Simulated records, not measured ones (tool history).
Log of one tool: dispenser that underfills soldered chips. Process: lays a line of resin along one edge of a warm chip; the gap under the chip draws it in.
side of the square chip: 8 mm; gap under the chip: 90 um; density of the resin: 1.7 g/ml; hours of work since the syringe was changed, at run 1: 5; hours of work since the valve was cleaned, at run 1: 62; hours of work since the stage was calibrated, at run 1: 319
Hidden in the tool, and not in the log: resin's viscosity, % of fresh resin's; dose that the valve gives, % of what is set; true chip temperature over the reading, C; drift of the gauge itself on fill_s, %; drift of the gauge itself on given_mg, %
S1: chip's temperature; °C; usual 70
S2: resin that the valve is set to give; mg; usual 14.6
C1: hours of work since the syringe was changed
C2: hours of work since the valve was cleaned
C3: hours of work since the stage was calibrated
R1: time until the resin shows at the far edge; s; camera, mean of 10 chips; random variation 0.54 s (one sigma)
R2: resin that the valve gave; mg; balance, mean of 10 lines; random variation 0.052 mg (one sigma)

Run 1, hour 0: usual settings; C1 5; C2 62; C3 319. Result: R1 57.9 s, R2 14.12 mg.
At hour 2.3: new syringe of resin.
Run 2, hour 10.5: usual settings; C1 5; C2 69; C3 326. Result: R1 58.7 s, R2 14.06 mg.
At hour 11.4: new syringe of resin.
At hour 20.5: new syringe of resin.
Run 3, hour 20.5: usual settings; C1 0; C2 75; C3 332. Result: R1 40.7 s, R2 14.02 mg.
At hour 29.9: new syringe of resin.
Run 4, hour 29.9: usual settings but S1 76 °C; C1 0; C2 81; C3 337. Result: R1 30.8 s, R2 13.98 mg.
At hour 39.2: new syringe of resin.
Run 5, hour 42: usual settings but S1 76 °C; C1 2; C2 88; C3 345. Result: R1 34.5 s, R2 13.93 mg.
At hour 49.1: new syringe of resin.
Run 6, hour 50.5: usual settings but S1 76 °C; C1 1; C2 93; C3 350. Result: R1 32.5 s, R2 13.96 mg.
At hour 58.3: new syringe of resin.
Run 7, hour 58.4: usual settings but S1 63 °C; C1 0; C2 98; C3 355. Result: R1 55.6 s, R2 13.9 mg.
Run 8, hour 64.9: usual settings but S1 63 °C; C1 4; C2 103; C3 359. Result: R1 76.7 s, R2 13.81 mg.
At hour 67.7: new syringe of resin.
At hour 72.2: dispensing valve cleaned and set on the balance.
Run 9, hour 77: usual settings but S2 14.3 mg; C1 5; C2 3; C3 366. Result: R1 58.3 s, R2 14.32 mg.
At hour 78: new syringe of resin.
At hour 87.7: new syringe of resin.
Run 10, hour 88.6: usual settings but S2 14.3 mg; C1 1; C2 10; C3 373. Result: R1 42.7 s, R2 14.36 mg.
At hour 96.8: new syringe of resin.
Run 11, hour 97.3: usual settings; C1 0; C2 16; C3 379. Result: R1 39.8 s, R2 14.47 mg.
Run 12, hour 103.9: usual settings but S2 14.2 mg; C1 5; C2 20; C3 383. Result: R1 55.1 s, R2 14.06 mg.
At hour 106.1: new syringe of resin.
Run 13, hour 109.9: usual settings but S1 71 °C; C1 2; C2 23; C3 387. Result: R1 45.2 s, R2 14.4 mg.
At hour 115.2: new syringe of resin.
Run 14, hour 121.5: usual settings but S1 71 °C; C1 4; C2 31; C3 394. Result: R1 51.6 s, R2 14.51 mg.
At hour 124.7: new syringe of resin.
Run 15, hour 130.7: usual settings but S1 71 °C; C1 4; C2 36; C3 400. Result: R1 50.2 s, R2 14.46 mg.
At hour 134.7: new syringe of resin.
Run 16, hour 142.8: usual settings but S1 71 °C; C1 5; C2 44; C3 407. Result: R1 54.7 s, R2 14.39 mg.
At hour 144.1: new syringe of resin.
Run 17, hour 152.2: usual settings but S1 71 °C; C1 5; C2 50; C3 413. Result: R1 54.9 s, R2 14.26 mg.
At hour 153.4: new syringe of resin.
At hour 162.5: new syringe of resin.
Run 18, hour 162.5: usual settings but S1 66 °C, S2 13.1 mg; C1 0; C2 56; C3 419. Result: R1 48.1 s, R2 12.79 mg.
At hour 171.8: new syringe of resin.
Run 19, hour 172.9: usual settings but S1 60 °C, S2 15.5 mg; C1 1; C2 63; C3 426. Result: R1 64.6 s, R2 15.07 mg.
Run 20, hour 178.7: usual settings but S1 75 °C, S2 15.5 mg; C1 4; C2 66; C3 430. Result: R1 44.2 s, R2 14.92 mg.
At hour 180.8: new syringe of resin.
At hour 189.8: new syringe of resin.
Run 21, hour 191.2: usual settings but S1 80 °C, S2 16.2 mg; C1 1; C2 74; C3 437. Result: R1 26.8 s, R2 15.58 mg.
At hour 199.3: new syringe of resin.
Run 22, hour 204.4: usual settings but S1 56 °C, S2 16.9 mg; C1 3; C2 82; C3 446. Result: R1 93.4 s, R2 16.27 mg.
At hour 209.3: new syringe of resin.
Run 23, hour 212.9: usual settings but S1 56 °C, S2 16.9 mg; C1 2; C2 88; C3 451. Result: R1 85 s, R2 16.13 mg.
At hour 218.8: new syringe of resin.
Run 24, hour 222.3: usual settings but S1 67 °C, S2 16.2 mg; C1 2; C2 94; C3 457. Result: R1 50.8 s, R2 15.55 mg.
At hour 228.5: new syringe of resin.
Run 25, hour 230.7: usual settings but S1 82 °C, S2 16.8 mg; C1 1; C2 99; C3 462. Result: R1 25.8 s, R2 16.01 mg.
Run 26, hour 236.4: usual settings but S1 82 °C, S2 16.8 mg; C1 5; C2 102; C3 466. Result: R1 32.9 s, R2 15.93 mg.
At hour 237.8: new syringe of resin.
At hour 244.5: dispensing valve cleaned and set on the balance.
At hour 247.9: new syringe of resin.
Run 27, hour 249.6: usual settings but S1 71 °C, S2 14.8 mg; C1 1; C2 3; C3 473. Result: R1 39.9 s, R2 14.75 mg.
At hour 257.9: new syringe of resin.
Run 28, hour 262.4: usual settings but S1 71 °C, S2 14.8 mg; C1 3; C2 11; C3 481. Result: R1 44.2 s, R2 14.72 mg.
At hour 266.9: new syringe of resin.
Run 29, hour 271: usual settings but S1 71 °C, S2 14.8 mg; C1 3; C2 16; C3 487. Result: R1 44.5 s, R2 14.66 mg.
At hour 276.9: new syringe of resin.
Run 30, hour 283.3: usual settings but S1 80 °C, S2 14 mg; C1 4; C2 24; C3 494. Result: R1 33.7 s, R2 13.84 mg.
At hour 286.2: new syringe of resin.
At hour 295.4: new syringe of resin.
Run 31, hour 295.8: usual settings but S1 77 °C, S2 12.9 mg; C1 0; C2 32; C3 502. Result: R1 29.8 s, R2 12.68 mg.
Run 32, hour 303.3: usual settings but S1 61 °C, S2 12.9 mg; C1 5; C2 37; C3 507. Result: R1 85.4 s, R2 12.65 mg.
At hour 304.4: new syringe of resin.
At hour 313.9: new syringe of resin.
Run 33, hour 317.2: usual settings but S1 75 °C, S2 18.9 mg; C1 2; C2 45; C3 515. Result: R1 34.4 s, R2 18.43 mg.

Forecast each of these 5 alternatives for the next run:
At hour 323: new syringe of resin.
Run A, hour 328.7: usual settings but S1 61 °C, S2 18.4 mg; C1 4; C2 52; C3 523. Result: R1 ?, R2 ?.
At hour 323: new syringe of resin.
Run B, hour 328.7: usual settings but S1 59 °C, S2 14.8 mg; C1 4; C2 52; C3 523. Result: R1 ?, R2 ?.
At hour 323: new syringe of resin.
Run C, hour 328.7: usual settings but S1 68 °C, S2 13.4 mg; C1 4; C2 52; C3 523. Result: R1 ?, R2 ?.
At hour 323: new syringe of resin.
Run D, hour 328.7: usual settings but S1 60 °C, S2 18.7 mg; C1 4; C2 52; C3 523. Result: R1 ?, R2 ?.
At hour 323: new syringe of resin.
Run E, hour 328.7: usual settings but S1 79 °C, S2 16.5 mg; C1 4; C2 52; C3 523. Result: R1 ?, R2 ?.

run    R1     R2
  A  74.1  17.81
  B  81.7  14.44
  C    56  13.08
  D  76.8  18.11
  E    32     16
Without the tool's hidden state the same runs would have given:
run    R1     R2
  A    68  18.34
  B  74.9  14.86
  C  50.7  13.46
  D  70.6  18.64
  E  28.6  16.48

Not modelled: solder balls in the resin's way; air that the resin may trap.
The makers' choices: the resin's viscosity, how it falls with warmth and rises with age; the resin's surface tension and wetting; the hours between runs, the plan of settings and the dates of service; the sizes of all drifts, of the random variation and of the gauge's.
